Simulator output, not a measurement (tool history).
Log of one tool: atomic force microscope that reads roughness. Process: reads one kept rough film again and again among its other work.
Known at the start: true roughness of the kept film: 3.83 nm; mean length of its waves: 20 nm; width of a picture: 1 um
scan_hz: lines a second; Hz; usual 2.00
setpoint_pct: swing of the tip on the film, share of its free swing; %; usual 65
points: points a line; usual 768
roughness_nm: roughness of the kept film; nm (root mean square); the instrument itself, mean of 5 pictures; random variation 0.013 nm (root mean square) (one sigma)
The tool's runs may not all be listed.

| run | hour | scan_hz | setpoint_pct | points | roughness_nm |
|---|---|---|---|---|---|
| 1 | 0.0 | 2.00 | 65 | 768 | 3.080 |
|  | 2.7 | new tip fitted |
| 2 | 45.0 | 2.00 | 65 | 768 | 3.068 |
| 3 | 73.7 | 1.02 | 65 | 768 | 3.145 |
|  | 95.8 | new tip fitted |
| 4 | 98.1 | 1.02 | 65 | 619 | 3.135 |
| 5 | 120.3 | 1.02 | 65 | 619 | 3.121 |
| 6 | 145.6 | 1.02 | 65 | 619 | 3.126 |
| 7 | 186.5 | 1.02 | 65 | 619 | 3.123 |
|  | 191.2 | new tip fitted |
| 8 | 229.2 | 1.02 | 65 | 619 | 3.111 |
| 9 | 271.4 | 1.02 | 65 | 294 | 3.067 |
|  | 284.0 | new tip fitted |
| 10 | 298.2 | 1.02 | 65 | 294 | 3.060 |
| 11 | 339.4 | 2.00 | 65 | 768 | 3.074 |
|  | 377.7 | new tip fitted |
| 12 | 384.3 | 2.00 | 89 | 768 | 2.770 |
| 13 | 427.4 | 1.22 | 89 | 768 | 2.905 |
| 14 | 455.2 | 2.00 | 65 | 768 | 3.042 |
|  | 470.1 | new tip fitted |
| 15 | 495.5 | 1.23 | 65 | 768 | 3.107 |
| 16 | 542.4 | 1.23 | 65 | 768 | 3.111 |
|  | 564.4 | new tip fitted |
| 17 | 571.4 | 2.00 | 65 | 813 | 3.072 |
| 18 | 613.5 | 2.00 | 65 | 813 | 3.066 |
| 19 | 636.7 | 2.00 | 65 | 813 | 3.076 |
|  | 657.6 | new tip fitted |
| 20 | 663.5 | 2.00 | 84 | 768 | 2.834 |
| 21 | 705.7 | 2.00 | 84 | 768 | 2.815 |
| 22 | 727.5 | 1.43 | 65 | 768 | 3.093 |
|  | 753.8 | new tip fitted |
| 23 | 766.9 | 1.43 | 65 | 768 | 3.108 |
| 24 | 810.6 | 2.00 | 65 | 768 | 3.049 |
|  | 847.3 | new tip fitted |
| 25 | 856.1 | 2.00 | 65 | 768 | 3.073 |
| 26 | 892.3 | 2.00 | 80 | 768 | 2.887 |
| 27 | 936.5 | 2.07 | 80 | 768 | 2.872 |
|  | 941.9 | new tip fitted |
| 28 | 983.7 | 2.07 | 80 | 768 | 2.890 |
| 29 | 1008.7 | 2.07 | 80 | 768 | 2.884 |
|  | 1035.1 | new tip fitted |
| 30 | 1037.8 | 3.32 | 59 | 405 | 3.024 |
| 31 | 1059.2 | 0.53 | 87 | 815 | 3.082 |
| 32 | 1079.4 | 0.53 | 87 | 815 | 3.096 |
| 33 | 1109.2 | 0.62 | 87 | 424 | 3.043 |
|  | 1130.4 | new tip fitted |
| 34 | 1139.5 | 1.16 | 65 | 684 | 3.124 |
| 35 | 1182.1 | 0.68 | 65 | 556 | 3.170 |
| 36 | 1211.5 | 1.71 | 65 | 406 | 3.055 |
|  | 1225.9 | new tip fitted |
| 37 | 1231.2 | 1.71 | 65 | 406 | 3.071 |
| 38 | 1265.7 | 1.71 | 65 | 406 | 3.061 |
| 39 | 1285.0 | 1.71 | 65 | 406 | 3.047 |
|  | 1318.4 | new tip fitted |
| 40 | 1331.5 | 1.71 | 65 | 406 | 3.060 |
| 41 | 1361.0 | 1.71 | 57 | 967 | 3.136 |
| 42 | 1405.7 | 0.61 | 90 | 956 | 3.036 |
|  | 1412.4 | new tip fitted |
| 43 | 1430.2 | 0.61 | 64 | 527 | 3.152 |
| 44 | 1453.4 | 0.68 | 73 | 697 | 3.120 |
| 45 | 1482.3 | 3.16 | 88 | 756 | 2.584 |
|  | 1504.5 | new tip fitted |
| 46 | 1510.9 | 3.16 | 88 | 756 | 2.589 |
| 47 | 1531.4 | 2.50 | 58 | 304 | 3.027 |
| 48 | 1566.7 | 0.85 | 74 | 387 | 3.057 |
|  | 1601.0 | new tip fitted |
| 49 | 1609.3 | 0.95 | 83 | 274 | 2.910 |
| 50 | 1631.7 | 0.95 | 83 | 274 | 2.943 |
| 51 | 1662.6 | 0.95 | 83 | 274 | 2.929 |

3 ways to go on from here, each from the tool as it stands after run 51. What would each give?
|  | 1693.4 | new tip fitted |
| A | 1701.6 | 2.15 | 83 | 295 | ? |
|  | 1693.4 | new tip fitted |
| B | 1701.6 | 2.00 | 79 | 642 | ? |
|  | 1693.4 | new tip fitted |
| C | 1701.6 | 2.33 | 83 | 274 | ? |

| run | roughness_nm |
|---|---|
| A | 2.754 |
| B | 2.889 |
| C | 2.706 |
Without the tool's hidden state the same runs would have given:
| run | roughness_nm |
|---|---|
| A | 2.754 |
| B | 2.889 |
| C | 2.707 |

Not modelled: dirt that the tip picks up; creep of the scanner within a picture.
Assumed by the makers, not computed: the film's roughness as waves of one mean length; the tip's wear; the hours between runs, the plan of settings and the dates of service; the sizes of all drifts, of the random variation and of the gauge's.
